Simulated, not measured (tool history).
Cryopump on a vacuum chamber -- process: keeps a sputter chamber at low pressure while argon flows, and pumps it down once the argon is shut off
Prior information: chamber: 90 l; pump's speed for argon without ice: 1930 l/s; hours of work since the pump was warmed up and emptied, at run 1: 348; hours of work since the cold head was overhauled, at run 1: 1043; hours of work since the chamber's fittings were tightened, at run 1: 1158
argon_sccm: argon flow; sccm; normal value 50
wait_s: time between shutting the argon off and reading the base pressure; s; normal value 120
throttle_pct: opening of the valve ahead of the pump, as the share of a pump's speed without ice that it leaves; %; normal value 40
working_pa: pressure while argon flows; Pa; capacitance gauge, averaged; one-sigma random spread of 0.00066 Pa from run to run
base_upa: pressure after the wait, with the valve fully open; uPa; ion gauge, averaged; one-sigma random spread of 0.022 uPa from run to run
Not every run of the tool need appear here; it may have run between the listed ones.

run    hour  argon_sccm  wait_s  throttle_pct  hours of work since the pump was warmed up and emptied  hours of work since the cold head was overhauled  hours of work since the chamber's fittings were tightened  working_pa  base_upa
  1       0          50     120            40                                                     348                                              1043                                                       1158      0.1193      0.96
  2    53.5          50     120            40                                                     385                                              1080                                                       1194      0.1205      0.99
  3    95.2          50     120            40                                                     413                                              1109                                                       1223      0.1221      0.99
  4   144.7          50     202            40                                                     447                                              1142                                                       1257      0.1231      0.83
  5   177.5          50     202            40                                                     469                                              1165                                                       1279      0.1229      0.84
  6   203.6          50     120            22                                                     487                                              1183                                                       1297      0.2147         1
  7   263.8          50     120            22                                                     528                                              1224                                                       1338       0.214      1.03
  8   299.1          50     120            22                                                     552                                              1248                                                       1362      0.2137      1.01
  9   357.4          50     120            22                                                     592                                              1288                                                       1402      0.2164      1.12
 10   385.1          50     120            32                                                     611                                              1307                                                       1421      0.1567      1.15
 11   418.2          50     120            32                                                     634                                              1329                                                       1444      0.1569      1.14
      463.2  -- pump warmed up, emptied and cooled again
 12   478.9          50     120            32                                                      11                                              1367                                                       1482      0.1374       0.9
 13   538.3          50     146            40                                                      51                                              1408                                                       1522      0.1112      0.92
 14   598.1          50     146            40                                                      92                                              1449                                                       1563      0.1115       0.9
 15     635          50     146            46                                                     117                                              1474                                                       1588      0.0984      0.91
 16   668.2          50     146            46                                                     140                                              1497                                                       1611      0.0992      0.94
 17     701          50     120            40                                                     163                                              1519                                                       1633      0.1145      1.07
 18   759.1          50      80            40                                                     202                                              1559                                                       1673      0.1153      1.32
 19   798.3          50     292            37                                                     229                                              1586                                                       1700       0.125      0.81
 20   860.8          50     292            37                                                     272                                              1629                                                       1743      0.1261      0.83
 21   909.6          37      70            35                                                     305                                              1662                                                       1776      0.0987      1.42
 22   943.6          56      70            15                                                     328                                              1685                                                       1799      0.3363      1.44
 23   977.4          50      98            23                                                     352                                              1708                                                       1822      0.2005      1.25
 24  1018.5          52     254            40                                                     380                                              1736                                                       1851      0.1243      0.95
 25  1069.1          52     254            40                                                     414                                              1771                                                       1885      0.1262      0.97
 26  1099.9          50     120            54                                                     435                                              1792                                                       1906      0.0942      1.21
 27  1130.1          50     120            36                                                     456                                              1813                                                       1927       0.135      1.21
 28  1178.2          50     107            40                                                     489                                              1845                                                       1960      0.1241       1.3
 29  1205.5          50     107            40                                                     508                                              1864                                                       1978      0.1242      1.32
 30  1243.8          50      77            40                                                     534                                              1890                                                       2005      0.1252      1.55
 31  1301.3          82      77            40                                                     573                                              1930                                                       2044      0.2073      1.59
 32  1341.2          82      77            40                                                     600                                              1957                                                       2071      0.2077      1.55
 33  1372.1          20     104            40                                                     621                                              1978                                                       2092      0.0508      1.42
 34  1398.7          20     104            40                                                     640                                              1996                                                       2110      0.0513      1.45

For each entry between runs, how does the tool's hidden state at the last listed run before it compare with that at the first listed run after it?
Logged between run 11 and run 12: pump warmed up, emptied and cooled again (hour 463.2)
  pump's speed, % of a pump's without ice: 69.7 -> 99; cold plate's temperature, K: 12.66 -> 12.68; leak into the chamber, uPa l/s: 936 -> 953
  difference, measured minus the result without the unlogged condition, working_pa: +0.0199 -> +0.0011 Pa; base_upa: +0.55 -> +0.33 uPa

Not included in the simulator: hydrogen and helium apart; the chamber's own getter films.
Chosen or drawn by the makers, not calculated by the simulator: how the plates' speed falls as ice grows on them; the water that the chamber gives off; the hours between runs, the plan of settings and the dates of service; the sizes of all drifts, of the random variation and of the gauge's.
